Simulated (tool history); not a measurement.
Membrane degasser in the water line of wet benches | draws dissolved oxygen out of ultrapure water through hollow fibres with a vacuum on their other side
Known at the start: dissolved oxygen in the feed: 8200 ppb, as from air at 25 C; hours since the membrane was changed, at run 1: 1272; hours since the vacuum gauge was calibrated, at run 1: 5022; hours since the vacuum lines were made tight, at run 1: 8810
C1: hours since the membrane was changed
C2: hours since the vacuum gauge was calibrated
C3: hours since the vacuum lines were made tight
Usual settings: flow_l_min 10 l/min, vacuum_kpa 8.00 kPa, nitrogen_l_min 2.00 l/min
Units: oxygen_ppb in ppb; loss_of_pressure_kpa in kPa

{"run": 1, "hour": 0.0, "flow_l_min": 10, "vacuum_kpa": 8.0, "nitrogen_l_min": 2.0, "C1": 1272, "C2": 5022, "C3": 8810, "oxygen_ppb": 69.8, "loss_of_pressure_kpa": 60.17}
{"run": 2, "hour": 170.8, "flow_l_min": 10, "vacuum_kpa": 8.0, "nitrogen_l_min": 4.66, "C1": 1443, "C2": 5193, "C3": 8981, "oxygen_ppb": 34.7, "loss_of_pressure_kpa": 60.69}
{"run": 3, "hour": 248.2, "flow_l_min": 10, "vacuum_kpa": 8.0, "nitrogen_l_min": 4.66, "C1": 1521, "C2": 5270, "C3": 9059, "oxygen_ppb": 34.7, "loss_of_pressure_kpa": 60.42}
{"run": 4, "hour": 406.0, "flow_l_min": 10, "vacuum_kpa": 7.24, "nitrogen_l_min": 2.0, "C1": 1678, "C2": 5428, "C3": 9216, "oxygen_ppb": 58.9, "loss_of_pressure_kpa": 60.76}
{"run": 5, "hour": 499.1, "flow_l_min": 10, "vacuum_kpa": 7.24, "nitrogen_l_min": 2.0, "C1": 1771, "C2": 5521, "C3": 9309, "oxygen_ppb": 60.1, "loss_of_pressure_kpa": 60.55}
{"run": 6, "hour": 653.7, "flow_l_min": 10, "vacuum_kpa": 7.24, "nitrogen_l_min": 2.0, "C1": 1926, "C2": 5676, "C3": 9464, "oxygen_ppb": 61.5, "loss_of_pressure_kpa": 60.96}
{"run": 7, "hour": 750.7, "flow_l_min": 10, "vacuum_kpa": 8.0, "nitrogen_l_min": 2.0, "C1": 2023, "C2": 5773, "C3": 9561, "oxygen_ppb": 70.2, "loss_of_pressure_kpa": 60.82}
{"run": 8, "hour": 874.5, "flow_l_min": 10, "vacuum_kpa": 8.0, "nitrogen_l_min": 2.0, "C1": 2147, "C2": 5896, "C3": 9685, "oxygen_ppb": 70.0, "loss_of_pressure_kpa": 60.61}
{"run": 9, "hour": 951.2, "flow_l_min": 10, "vacuum_kpa": 8.0, "nitrogen_l_min": 2.0, "C1": 2224, "C2": 5973, "C3": 9762, "oxygen_ppb": 70.4, "loss_of_pressure_kpa": 60.71}
{"run": 10, "hour": 1060.0, "flow_l_min": 10, "vacuum_kpa": 8.0, "nitrogen_l_min": 2.0, "C1": 2332, "C2": 6082, "C3": 9870, "oxygen_ppb": 70.5, "loss_of_pressure_kpa": 60.58}
{"run": 11, "hour": 1191.3, "flow_l_min": 10, "vacuum_kpa": 8.0, "nitrogen_l_min": 2.0, "C1": 2464, "C2": 6213, "C3": 10002, "oxygen_ppb": 70.4, "loss_of_pressure_kpa": 60.62}
{"run": 12, "hour": 1352.3, "flow_l_min": 10, "vacuum_kpa": 14.97, "nitrogen_l_min": 2.0, "C1": 2625, "C2": 6374, "C3": 10163, "oxygen_ppb": 158.6, "loss_of_pressure_kpa": 61.49}
{"run": 13, "hour": 1501.4, "flow_l_min": 10, "vacuum_kpa": 14.64, "nitrogen_l_min": 2.0, "C1": 2774, "C2": 6523, "C3": 10312, "oxygen_ppb": 151.4, "loss_of_pressure_kpa": 60.97}
{"run": 14, "hour": 1582.4, "flow_l_min": 10, "vacuum_kpa": 14.64, "nitrogen_l_min": 2.0, "C1": 2855, "C2": 6604, "C3": 10393, "oxygen_ppb": 153.0, "loss_of_pressure_kpa": 61.3}
{"run": 15, "hour": 1755.4, "flow_l_min": 10, "vacuum_kpa": 19.99, "nitrogen_l_min": 2.0, "C1": 3028, "C2": 6777, "C3": 10566, "oxygen_ppb": 220.7, "loss_of_pressure_kpa": 61.1}
{"run": 16, "hour": 1886.0, "flow_l_min": 10, "vacuum_kpa": 18.15, "nitrogen_l_min": 1.04, "C1": 3158, "C2": 6908, "C3": 10696, "oxygen_ppb": 355.7, "loss_of_pressure_kpa": 61.3}
{"run": 17, "hour": 2001.4, "flow_l_min": 12, "vacuum_kpa": 5.77, "nitrogen_l_min": 5.9, "C1": 3274, "C2": 7023, "C3": 10812, "oxygen_ppb": 25.2, "loss_of_pressure_kpa": 73.39}
{"run": 18, "hour": 2150.7, "flow_l_min": 8, "vacuum_kpa": 15.32, "nitrogen_l_min": 2.67, "C1": 3423, "C2": 7173, "C3": 10961, "oxygen_ppb": 101.4, "loss_of_pressure_kpa": 49.17}
{"run": 19, "hour": 2315.7, "flow_l_min": 7, "vacuum_kpa": 5.75, "nitrogen_l_min": 3.08, "C1": 3588, "C2": 7338, "C3": 11126, "oxygen_ppb": 20.1, "loss_of_pressure_kpa": 42.95}
{"run": 20, "hour": 2430.7, "flow_l_min": 16, "vacuum_kpa": 8.0, "nitrogen_l_min": 4.75, "C1": 3703, "C2": 7453, "C3": 11241, "oxygen_ppb": 61.0, "loss_of_pressure_kpa": 98.16}
{"run": 21, "hour": 2538.9, "flow_l_min": 16, "vacuum_kpa": 8.0, "nitrogen_l_min": 4.75, "C1": 3811, "C2": 7561, "C3": 11349, "oxygen_ppb": 62.3, "loss_of_pressure_kpa": 98.38}
{"run": 22, "hour": 2651.1, "flow_l_min": 16, "vacuum_kpa": 8.0, "nitrogen_l_min": 4.75, "C1": 3923, "C2": 7673, "C3": 11461, "oxygen_ppb": 63.8, "loss_of_pressure_kpa": 98.47}
{"run": 23, "hour": 2728.7, "flow_l_min": 16, "vacuum_kpa": 8.0, "nitrogen_l_min": 4.75, "C1": 4001, "C2": 7751, "C3": 11539, "oxygen_ppb": 63.4, "loss_of_pressure_kpa": 98.43}
{"run": 24, "hour": 2817.1, "flow_l_min": 12, "vacuum_kpa": 18.17, "nitrogen_l_min": 3.85, "C1": 4089, "C2": 7839, "C3": 11627, "oxygen_ppb": 133.6, "loss_of_pressure_kpa": 73.93}
{"run": 25, "hour": 2934.0, "flow_l_min": 8, "vacuum_kpa": 10.5, "nitrogen_l_min": 4.09, "C1": 4206, "C2": 7956, "C3": 11744, "oxygen_ppb": 43.7, "loss_of_pressure_kpa": 49.16}
{"run": 26, "hour": 3028.2, "flow_l_min": 6, "vacuum_kpa": 8.0, "nitrogen_l_min": 2.0, "C1": 4300, "C2": 8050, "C3": 11838, "oxygen_ppb": 43.2, "loss_of_pressure_kpa": 36.6}
{"run": 27, "hour": 3123.6, "flow_l_min": 6, "vacuum_kpa": 8.0, "nitrogen_l_min": 2.0, "C1": 4396, "C2": 8146, "C3": 11934, "oxygen_ppb": 43.6, "loss_of_pressure_kpa": 37.0}
{"hour": 3172.4, "done": "vacuum gauge calibrated"}
{"run": 28, "hour": 3218.7, "flow_l_min": 12, "vacuum_kpa": 8.0, "nitrogen_l_min": 2.0, "C1": 4491, "C2": 46, "C3": 12029, "oxygen_ppb": 86.0, "loss_of_pressure_kpa": 73.58}
{"run": 29, "hour": 3305.1, "flow_l_min": 12, "vacuum_kpa": 5.83, "nitrogen_l_min": 2.0, "C1": 4577, "C2": 133, "C3": 12115, "oxygen_ppb": 51.8, "loss_of_pressure_kpa": 74.08}
{"run": 30, "hour": 3456.8, "flow_l_min": 12, "vacuum_kpa": 5.83, "nitrogen_l_min": 3.19, "C1": 4729, "C2": 284, "C3": 12267, "oxygen_ppb": 37.7, "loss_of_pressure_kpa": 74.09}

Measured less the same run without the tool's hidden state. The same run-to-run variation is in both; the gauge's scatter may not be:
The hidden state here: membrane still open, %; true pressure behind the membrane over the reading, kPa; air that leaks in behind the membrane, l/min; drift of the gauge itself on oxygen_ppb, %; drift of the gauge itself on loss_of_pressure_kpa, %.
run=1 oxygen_ppb=+4.7 loss_of_pressure_kpa=+0.47
run=2 oxygen_ppb=+2.5 loss_of_pressure_kpa=+0.53
run=3 oxygen_ppb=+2.5 loss_of_pressure_kpa=+0.56
run=4 oxygen_ppb=+4.5 loss_of_pressure_kpa=+0.62
run=5 oxygen_ppb=+4.7 loss_of_pressure_kpa=+0.65
run=6 oxygen_ppb=+4.9 loss_of_pressure_kpa=+0.70
run=7 oxygen_ppb=+5.4 loss_of_pressure_kpa=+0.75
run=8 oxygen_ppb=+5.4 loss_of_pressure_kpa=+0.79
run=9 oxygen_ppb=+5.6 loss_of_pressure_kpa=+0.81
run=10 oxygen_ppb=+5.7 loss_of_pressure_kpa=+0.85
run=11 oxygen_ppb=+5.8 loss_of_pressure_kpa=+0.91
run=12 oxygen_ppb=+10.3 loss_of_pressure_kpa=+0.97
run=13 oxygen_ppb=+10.2 loss_of_pressure_kpa=+1.02
run=14 oxygen_ppb=+10.3 loss_of_pressure_kpa=+1.06
run=15 oxygen_ppb=+14.1 loss_of_pressure_kpa=+1.11
run=16 oxygen_ppb=+20.6 loss_of_pressure_kpa=+1.17
run=17 oxygen_ppb=+3.0 loss_of_pressure_kpa=+1.45
run=18 oxygen_ppb=+8.9 loss_of_pressure_kpa=+1.01
run=19 oxygen_ppb=+3.0 loss_of_pressure_kpa=+0.93
run=20 oxygen_ppb=+5.6 loss_of_pressure_kpa=+2.19
run=21 oxygen_ppb=+5.7 loss_of_pressure_kpa=+2.25
run=22 oxygen_ppb=+6.0 loss_of_pressure_kpa=+2.32
run=23 oxygen_ppb=+6.0 loss_of_pressure_kpa=+2.37
run=24 oxygen_ppb=+9.5 loss_of_pressure_kpa=+1.83
run=25 oxygen_ppb=+4.8 loss_of_pressure_kpa=+1.24
run=26 oxygen_ppb=+6.0 loss_of_pressure_kpa=+0.95
run=27 oxygen_ppb=+6.1 loss_of_pressure_kpa=+0.98
run=28 oxygen_ppb=+5.4 loss_of_pressure_kpa=+2.01
run=29 oxygen_ppb=+3.7 loss_of_pressure_kpa=+2.05
run=30 oxygen_ppb=+3.4 loss_of_pressure_kpa=+2.12
